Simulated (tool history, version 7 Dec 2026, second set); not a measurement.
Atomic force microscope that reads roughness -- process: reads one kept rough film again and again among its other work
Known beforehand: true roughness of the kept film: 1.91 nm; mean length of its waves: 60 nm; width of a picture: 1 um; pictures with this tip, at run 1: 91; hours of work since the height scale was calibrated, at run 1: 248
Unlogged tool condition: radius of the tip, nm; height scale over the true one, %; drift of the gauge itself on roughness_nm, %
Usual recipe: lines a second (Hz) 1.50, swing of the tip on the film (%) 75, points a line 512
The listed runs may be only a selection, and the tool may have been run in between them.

| run | hour | lines a second (Hz) | swing of the tip on the film (%) | points a line | pictures with this tip | hours of work since the height scale was calibrated | roughness of the kept film (nm (root mean square)) |
|---|---|---|---|---|---|---|---|
| 1 | 0.0 | 1.50 | 75 | 512 | 91 | 248 | 1.689 |
|  | 5.2 | new tip fitted |
| 2 | 8.7 | 1.50 | 75 | 512 | 6 | 253 | 1.752 |
| 3 | 23.5 | 1.50 | 75 | 512 | 29 | 263 | 1.713 |
| 4 | 35.7 | 1.50 | 75 | 512 | 48 | 271 | 1.712 |
| 5 | 51.2 | 1.50 | 75 | 512 | 72 | 281 | 1.688 |
| 6 | 65.4 | 1.50 | 75 | 560 | 94 | 290 | 1.694 |
|  | 69.3 | new tip fitted |
| 7 | 78.8 | 1.50 | 73 | 512 | 15 | 299 | 1.751 |
| 8 | 86.0 | 1.50 | 73 | 512 | 26 | 303 | 1.739 |
| 9 | 95.4 | 1.39 | 75 | 512 | 41 | 310 | 1.737 |
| 10 | 108.5 | 3.55 | 75 | 512 | 61 | 318 | 1.546 |
| 11 | 125.9 | 1.50 | 64 | 512 | 89 | 330 | 1.740 |
|  | 132.3 | new tip fitted |
| 12 | 136.9 | 1.50 | 64 | 512 | 7 | 336 | 1.816 |
| 13 | 146.5 | 1.40 | 75 | 512 | 22 | 343 | 1.757 |
| 14 | 153.9 | 1.40 | 75 | 512 | 34 | 348 | 1.728 |
|  | 156.4 | height scale calibrated on a step standard |
| 15 | 162.8 | 1.40 | 75 | 512 | 46 | 4 | 1.726 |
| 16 | 170.2 | 1.40 | 75 | 512 | 58 | 9 | 1.717 |
| 17 | 185.5 | 1.40 | 75 | 512 | 81 | 19 | 1.693 |
|  | 196.3 | new tip fitted |
| 18 | 201.5 | 1.53 | 75 | 407 | 8 | 29 | 1.750 |
|  | 207.8 | height scale calibrated on a step standard, once more |
| 19 | 219.5 | 1.85 | 69 | 749 | 34 | 8 | 1.730 |
| 20 | 235.6 | 1.32 | 83 | 388 | 59 | 18 | 1.652 |
| 21 | 249.9 | 1.50 | 89 | 867 | 82 | 28 | 1.589 |
|  | 261.7 | new tip fitted |
| 22 | 266.9 | 1.50 | 89 | 557 | 8 | 38 | 1.624 |
| 23 | 279.5 | 1.50 | 89 | 557 | 28 | 47 | 1.617 |
| 24 | 288.2 | 2.39 | 75 | 265 | 42 | 52 | 1.640 |
| 25 | 299.8 | 2.39 | 80 | 405 | 60 | 60 | 1.594 |
| 26 | 310.1 | 2.39 | 83 | 320 | 76 | 67 | 1.548 |
| 27 | 322.7 | 1.53 | 85 | 285 | 95 | 75 | 1.606 |
|  | 324.7 | new tip fitted |
| 28 | 332.5 | 0.61 | 85 | 854 | 12 | 81 | 1.776 |
| 29 | 343.9 | 2.12 | 75 | 304 | 30 | 88 | 1.672 |
| 30 | 358.7 | 2.12 | 75 | 304 | 53 | 98 | 1.664 |
| 31 | 373.3 | 2.54 | 75 | 371 | 76 | 108 | 1.609 |
| 32 | 384.2 | 1.50 | 61 | 269 | 93 | 115 | 1.745 |
|  | 388.8 | new tip fitted |
| 33 | 400.7 | 1.50 | 61 | 269 | 19 | 125 | 1.792 |
| 34 | 414.8 | 2.89 | 83 | 522 | 41 | 134 | 1.509 |

Some steps in roughness of the kept film (nm (root mean square)) between neighbouring runs. How much of each would the tool show without its hidden state too (settings, what came in, random variation), and how much is left for the hidden state, with any gauge scatter that isn't in both results?
Run 1 -> 2: new tip fitted. roughness of the kept film (nm (root mean square)) +0.063: hidden state +0.061, all else +0.002.
Run 9 -> 10: lines a second (Hz) 1.39 -> 3.55. roughness of the kept film (nm (root mean square)) -0.191: hidden state -0.009, all else -0.182.
Run 10 -> 11: lines a second (Hz) 3.55 -> 1.50, swing of the tip on the film (%) 75 -> 64. roughness of the kept film (nm (root mean square)) +0.194: hidden state -0.028, all else +0.222.
Run 11 -> 12: new tip fitted. roughness of the kept film (nm (root mean square)) +0.076: hidden state +0.067, all else +0.009.
Run 27 -> 28: lines a second (Hz) 1.53 -> 0.61, points a line 285 -> 854, new tip fitted. roughness of the kept film (nm (root mean square)) +0.170: hidden state +0.059, all else +0.111.
Run 33 -> 34: lines a second (Hz) 1.50 -> 2.89, swing of the tip on the film (%) 61 -> 83, points a line 269 -> 522. roughness of the kept film (nm (root mean square)) -0.283: hidden state -0.012, all else -0.271.
